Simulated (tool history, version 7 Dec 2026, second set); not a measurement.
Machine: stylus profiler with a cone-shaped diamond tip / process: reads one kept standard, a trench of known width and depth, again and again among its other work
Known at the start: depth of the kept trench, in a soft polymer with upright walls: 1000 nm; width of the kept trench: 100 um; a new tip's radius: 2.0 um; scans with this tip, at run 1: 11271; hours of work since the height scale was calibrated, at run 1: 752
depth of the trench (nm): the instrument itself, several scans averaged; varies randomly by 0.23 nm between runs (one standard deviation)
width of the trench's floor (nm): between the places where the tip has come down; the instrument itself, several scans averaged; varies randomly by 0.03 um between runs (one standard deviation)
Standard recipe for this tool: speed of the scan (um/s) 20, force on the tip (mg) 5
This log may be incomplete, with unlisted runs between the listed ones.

| run | hour | speed of the scan (um/s) | force on the tip (mg) | scans with this tip | hours of work since the height scale was calibrated | depth of the trench (nm) | width of the trench's floor (nm) |
|---|---|---|---|---|---|---|---|
| 1 | 0 | 20 | 5 | 11271 | 752 | 1024.26 | 96410 |
| 2 | 48.4 | 20 | 5 | 11842 | 790 | 1024.37 | 96430 |
| 3 | 109.3 | 20 | 5 | 12560 | 838 | 1024.45 | 96450 |
| 4 | 205.1 | 69 | 5 | 13689 | 913 | 1024.37 | 96210 |
| 5 | 260.4 | 20 | 5 | 14341 | 957 | 1024.51 | 96420 |
| 6 | 318.9 | 20 | 5 | 15031 | 1003 | 1024.54 | 96470 |
| 7 | 401.1 | 20 | 5 | 15999 | 1068 | 1024.32 | 96440 |
| 8 | 454.9 | 20 | 5 | 16633 | 1110 | 1024.23 | 96390 |
| 9 | 554 | 20 | 5 | 17802 | 1188 | 1024.37 | 96420 |
| 10 | 608.2 | 20 | 5 | 18441 | 1230 | 1024.43 | 96420 |
| 11 | 692.9 | 20 | 5 | 19439 | 1297 | 1024.24 | 96440 |
| 12 | 733 | 20 | 5 | 19911 | 1329 | 1023.97 | 96410 |
| 13 | 804.5 | 20 | 14.96 | 20755 | 1385 | 1050.57 | 96440 |
| 14 | 884.4 | 20 | 14.96 | 21697 | 1448 | 1050.84 | 96510 |
| 15 | 935.1 | 20 | 5 | 22294 | 1487 | 1024.3 | 96400 |
|  | 961 | height scale calibrated on a step standard |
| 16 | 1002.5 | 20 | 5 | 23083 | 33 | 1024.49 | 96470 |
| 17 | 1080.7 | 20 | 5 | 24005 | 94 | 1024.31 | 96410 |
| 18 | 1171.2 | 20 | 1.67 | 25072 | 165 | 1011.69 | 96370 |
| 19 | 1232 | 20 | 1.67 | 25788 | 213 | 1011.59 | 96350 |
| 20 | 1329.7 | 20 | 1.67 | 26940 | 290 | 1011.47 | 96350 |
| 21 | 1421.5 | 20 | 5 | 28022 | 362 | 1024.21 | 96450 |
| 22 | 1507.6 | 12 | 5 | 29037 | 430 | 1024.37 | 96410 |
| 23 | 1548.5 | 12 | 5 | 29520 | 462 | 1024.46 | 96470 |
| 24 | 1628.4 | 14 | 5.77 | 30461 | 525 | 1026.73 | 96470 |
| 25 | 1700.2 | 14 | 5.77 | 31308 | 581 | 1027.08 | 96450 |
|  | 1720.6 | new tip fitted, height scale calibrated |
| 26 | 1791.8 | 14 | 5.77 | 840 | 56 | 1026.52 | 96490 |
| 27 | 1848.7 | 14 | 4.39 | 1510 | 101 | 1022.34 | 96450 |
| 28 | 1922.5 | 26 | 6.08 | 2380 | 159 | 1027.91 | 96450 |
| 29 | 1999.6 | 29 | 14.32 | 3289 | 219 | 1049.25 | 96470 |
| 30 | 2083.6 | 72 | 4.63 | 4279 | 285 | 1022.85 | 96130 |
| 31 | 2173.1 | 64 | 2.92 | 5334 | 356 | 1016.81 | 96160 |
| 32 | 2241.8 | 22 | 14.76 | 6145 | 410 | 1050.34 | 96490 |
| 33 | 2317.5 | 17 | 4.76 | 7037 | 469 | 1023.77 | 96430 |
| 34 | 2375.6 | 5 | 2.29 | 7721 | 515 | 1014.38 | 96500 |
| 35 | 2448 | 18 | 4.78 | 8575 | 572 | 1023.52 | 96430 |
| 36 | 2524.8 | 18 | 4.78 | 9481 | 633 | 1023.53 | 96440 |
| 37 | 2578.5 | 18 | 4.78 | 10114 | 675 | 1023.26 | 96380 |
| 38 | 2656.8 | 18 | 2.8 | 11036 | 736 | 1016.31 | 96460 |
| 39 | 2730 | 18 | 2.8 | 11899 | 794 | 1016.09 | 96400 |
| 40 | 2781.1 | 18 | 2.8 | 12501 | 834 | 1016.31 | 96390 |
| 41 | 2833.4 | 15 | 3.65 | 13118 | 875 | 1019.93 | 96410 |
| 42 | 2883.4 | 15 | 3.65 | 13707 | 915 | 1019.79 | 96420 |
| 43 | 2973.1 | 55 | 1.98 | 14765 | 985 | 1013 | 96140 |
| 44 | 3067.8 | 9 | 5 | 15882 | 1060 | 1023.86 | 96490 |
| 45 | 3122.9 | 9 | 5 | 16531 | 1103 | 1024.6 | 96560 |
| 46 | 3171.6 | 35 | 9.81 | 17104 | 1141 | 1038.5 | 96400 |

Consider 3 possible next runs. They are alternatives, not a sequence: every one starts from the tool as it was left by run 46. What does each give?
| A | 3241.1 | 9 | 2.6 | 17924 | 1196 | ? | ? |
| B | 3241.1 | 9 | 8.65 | 17924 | 1196 | ? | ? |
| C | 3241.1 | 6 | 5 | 17924 | 1196 | ? | ? |

| run | depth of the trench (nm) | width of the trench's floor (nm) |
|---|---|---|
| A | 1015.94 | 96450 |
| B | 1035.25 | 96460 |
| C | 1024.05 | 96470 |
The same runs, with their run-to-run variation unchanged, on a tool lacking any hidden condition would have given:
| run | depth of the trench (nm) | width of the trench's floor (nm) |
|---|---|---|
| A | 1015.91 | 96470 |
| B | 1035.21 | 96480 |
| C | 1024.01 | 96490 |
